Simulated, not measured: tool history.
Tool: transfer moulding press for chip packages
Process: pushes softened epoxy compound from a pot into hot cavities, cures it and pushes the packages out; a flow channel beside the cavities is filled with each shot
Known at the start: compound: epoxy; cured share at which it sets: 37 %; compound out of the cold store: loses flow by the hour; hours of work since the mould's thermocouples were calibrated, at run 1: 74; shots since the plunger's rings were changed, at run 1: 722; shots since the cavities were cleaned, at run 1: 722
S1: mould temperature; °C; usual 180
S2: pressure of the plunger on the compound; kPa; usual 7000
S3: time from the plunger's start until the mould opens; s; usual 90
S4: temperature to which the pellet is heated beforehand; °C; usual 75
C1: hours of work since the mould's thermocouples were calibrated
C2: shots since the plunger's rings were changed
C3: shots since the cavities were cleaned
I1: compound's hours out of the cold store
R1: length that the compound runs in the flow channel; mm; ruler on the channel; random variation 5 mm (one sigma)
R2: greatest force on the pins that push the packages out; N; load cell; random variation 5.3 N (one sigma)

{"run": 1, "hour": 0.0, "S1": 180, "S2": 7000, "S3": 90, "S4": 75, "C1": 74, "C2": 722, "C3": 722, "I1": 22.3, "R1": 893, "R2": 256}
{"hour": 13.6, "done": "cavities cleaned with cleaning compound and waxed"}
{"run": 2, "hour": 51.1, "S1": 180, "S2": 7000, "S3": 90, "S4": 75, "C1": 107, "C2": 1327, "C3": 457, "I1": 21.8, "R1": 887, "R2": 243}
{"hour": 85.5, "done": "cavities cleaned with cleaning compound and waxed"}
{"run": 3, "hour": 99.2, "S1": 180, "S2": 7000, "S3": 96, "S4": 75, "C1": 138, "C2": 1897, "C3": 167, "I1": 15.9, "R1": 896, "R2": 197}
{"run": 4, "hour": 147.1, "S1": 180, "S2": 7000, "S3": 96, "S4": 75, "C1": 170, "C2": 2481, "C3": 751, "I1": 18.1, "R1": 893, "R2": 255}
{"hour": 156.9, "done": "cavities cleaned with cleaning compound and waxed"}
{"run": 5, "hour": 176.5, "S1": 180, "S2": 7000, "S3": 96, "S4": 75, "C1": 189, "C2": 2821, "C3": 239, "I1": 34.9, "R1": 851, "R2": 199}
{"run": 6, "hour": 206.3, "S1": 178, "S2": 7000, "S3": 90, "S4": 75, "C1": 209, "C2": 3185, "C3": 603, "I1": 17.3, "R1": 903, "R2": 267}
{"hour": 228.2, "done": "cavities cleaned with cleaning compound and waxed"}
{"run": 7, "hour": 254.8, "S1": 180, "S2": 7000, "S3": 90, "S4": 75, "C1": 240, "C2": 3758, "C3": 324, "I1": 39.9, "R1": 835, "R2": 224}
{"run": 8, "hour": 286.0, "S1": 180, "S2": 7000, "S3": 109, "S4": 75, "C1": 261, "C2": 4140, "C3": 706, "I1": 12.1, "R1": 895, "R2": 236}
{"hour": 299.5, "done": "cavities cleaned with cleaning compound and waxed"}
{"run": 9, "hour": 328.2, "S1": 175, "S2": 7000, "S3": 90, "S4": 75, "C1": 288, "C2": 4636, "C3": 351, "I1": 23.2, "R1": 895, "R2": 280}
{"hour": 370.2, "done": "cavities cleaned with cleaning compound and waxed"}
{"run": 10, "hour": 370.3, "S1": 175, "S2": 7000, "S3": 90, "S4": 75, "C1": 315, "C2": 5132, "C3": 2, "I1": 10.8, "R1": 915, "R2": 220}
{"run": 11, "hour": 417.4, "S1": 175, "S2": 7000, "S3": 90, "S4": 75, "C1": 347, "C2": 5706, "C3": 576, "I1": 32.7, "R1": 857, "R2": 296}
{"hour": 442.8, "done": "cavities cleaned with cleaning compound and waxed"}
{"run": 12, "hour": 460.1, "S1": 180, "S2": 6310, "S3": 90, "S4": 75, "C1": 374, "C2": 6208, "C3": 211, "I1": 43.4, "R1": 766, "R2": 201}
{"hour": 467.0, "done": "plunger's sealing rings changed"}
{"run": 13, "hour": 491.9, "S1": 180, "S2": 6760, "S3": 90, "S4": 75, "C1": 394, "C2": 303, "C3": 569, "I1": 46.2, "R1": 828, "R2": 249}
{"hour": 519.2, "done": "cavities cleaned with cleaning compound and waxed"}
{"run": 14, "hour": 543.2, "S1": 180, "S2": 6760, "S3": 90, "S4": 75, "C1": 427, "C2": 911, "C3": 293, "I1": 12.2, "R1": 909, "R2": 225}
{"run": 15, "hour": 575.3, "S1": 180, "S2": 5710, "S3": 90, "S4": 72, "C1": 448, "C2": 1303, "C3": 685, "I1": 14.9, "R1": 832, "R2": 259}
{"hour": 589.4, "done": "cavities cleaned with cleaning compound and waxed"}
{"run": 16, "hour": 600.6, "S1": 180, "S2": 5710, "S3": 80, "S4": 77, "C1": 464, "C2": 1593, "C3": 137, "I1": 45.8, "R1": 760, "R2": 241}
{"run": 17, "hour": 621.9, "S1": 180, "S2": 7890, "S3": 90, "S4": 75, "C1": 479, "C2": 1853, "C3": 397, "I1": 12, "R1": 972, "R2": 227}
{"hour": 662.4, "done": "cavities cleaned with cleaning compound and waxed"}
{"run": 18, "hour": 671.8, "S1": 180, "S2": 5480, "S3": 90, "S4": 73, "C1": 511, "C2": 2443, "C3": 114, "I1": 37.3, "R1": 748, "R2": 193}
{"run": 19, "hour": 697.7, "S1": 180, "S2": 5480, "S3": 90, "S4": 73, "C1": 528, "C2": 2760, "C3": 431, "I1": 17.2, "R1": 793, "R2": 232}
{"hour": 734.3, "done": "mould's thermocouples calibrated"}
{"hour": 735.8, "done": "cavities cleaned with cleaning compound and waxed"}
{"run": 20, "hour": 749.4, "S1": 187, "S2": 7050, "S3": 112, "S4": 73, "C1": 9, "C2": 3348, "C3": 166, "I1": 37.6, "R1": 828, "R2": 180}
{"run": 21, "hour": 770.0, "S1": 180, "S2": 5610, "S3": 116, "S4": 75, "C1": 23, "C2": 3600, "C3": 418, "I1": 11.6, "R1": 814, "R2": 217}
{"hour": 806.3, "done": "cavities cleaned with cleaning compound and waxed"}
{"run": 22, "hour": 817.8, "S1": 180, "S2": 5610, "S3": 116, "S4": 75, "C1": 54, "C2": 4165, "C3": 141, "I1": 10.4, "R1": 803, "R2": 186}
{"run": 23, "hour": 865.9, "S1": 182, "S2": 7890, "S3": 90, "S4": 75, "C1": 86, "C2": 4752, "C3": 728, "I1": 24.9, "R1": 917, "R2": 229}
{"hour": 879.4, "done": "cavities cleaned with cleaning compound and waxed"}
{"run": 24, "hour": 908.2, "S1": 182, "S2": 7890, "S3": 112, "S4": 65, "C1": 113, "C2": 5250, "C3": 352, "I1": 35.4, "R1": 893, "R2": 207}
{"hour": 950.4, "done": "cavities cleaned with cleaning compound and waxed"}
{"run": 25, "hour": 959.7, "S1": 182, "S2": 7890, "S3": 112, "S4": 65, "C1": 147, "C2": 5860, "C3": 114, "I1": 16.1, "R1": 930, "R2": 186}
{"run": 26, "hour": 981.3, "S1": 182, "S2": 7890, "S3": 112, "S4": 65, "C1": 161, "C2": 6123, "C3": 377, "I1": 24.4, "R1": 907, "R2": 202}
{"hour": 992.7, "done": "plunger's sealing rings changed"}
{"hour": 1025.6, "done": "cavities cleaned with cleaning compound and waxed"}
{"run": 27, "hour": 1029.5, "S1": 174, "S2": 7890, "S3": 112, "S4": 65, "C1": 191, "C2": 432, "C3": 48, "I1": 41.1, "R1": 937, "R2": 176}
{"run": 28, "hour": 1074.4, "S1": 184, "S2": 7660, "S3": 122, "S4": 82, "C1": 221, "C2": 980, "C3": 596, "I1": 39, "R1": 888, "R2": 237}

Hidden state or all else? Some run-to-run changes of R1, split into what the settings, what came in and random variation would give without the hidden state, and what is left for the hidden state (with any gauge scatter that isn't in both results):
The hidden state here: true mould temperature over the reading, C; pressure that reaches the compound, % of what is set; grip of the stained cavities, % over clean ones'; drift of the gauge itself on flow_mm, %; drift of the gauge itself on push_out_n, %.
Run 12 -> 13: S2 6310 -> 6760, plunger's sealing rings changed. R1 +62 mm: hidden state +36, all else +26.
Run 16 -> 17: S2 5710 -> 7890, S3 80 -> 90, S4 77 -> 75. R1 +212 mm: hidden state -6, all else +218.
Run 17 -> 18: S2 7890 -> 5480, S4 75 -> 73, cavities cleaned with cleaning compound and waxed. R1 -224 mm: hidden state +1, all else -225.
Run 26 -> 27: S1 182 -> 174, plunger's sealing rings changed, cavities cleaned with cleaning compound and waxed. R1 +30 mm: hidden state +39, all else -9.
